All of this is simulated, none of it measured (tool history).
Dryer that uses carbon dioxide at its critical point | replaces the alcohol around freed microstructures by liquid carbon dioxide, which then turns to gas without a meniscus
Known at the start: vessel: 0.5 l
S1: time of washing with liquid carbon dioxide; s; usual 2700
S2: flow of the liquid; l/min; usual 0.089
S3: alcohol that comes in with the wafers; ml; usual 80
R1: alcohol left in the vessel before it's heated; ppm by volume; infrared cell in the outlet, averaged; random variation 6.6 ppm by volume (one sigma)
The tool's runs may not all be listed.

run,hour,S1,S2,S3,R1
1,0,2700,0.089,80,441
2,14.5,2700,0.089,80,444
3,30.8,2940,0.089,80,301
4,62.2,2940,0.089,80,288
5,86.6,2700,0.089,96,532
6,110.7,2700,0.089,80,449
7,133.5,2700,0.0759,22,339
8,151.7,3480,0.1333,108,76
9,174,3480,0.1333,72,96
10,193.4,2700,0.0679,80,1598
11,213.4,1860,0.0764,80,4529

Hidden state or all else? Some run-to-run changes of R1, split into what the settings, what came in and random variation would give without the hidden state, and what is left for the hidden state (with any gauge scatter that isn't in both results):
The hidden state here: flow that reaches the vessel past the clogged filter, %; alcohol in the recycled carbon dioxide, ppm; drift of the gauge itself on alcohol_ppm, %.
Run 10 -> 11: S1 2700 -> 1860, S2 0.0679 -> 0.0764. R1 +2931 ppm by volume: hidden state +466, all else +2465.
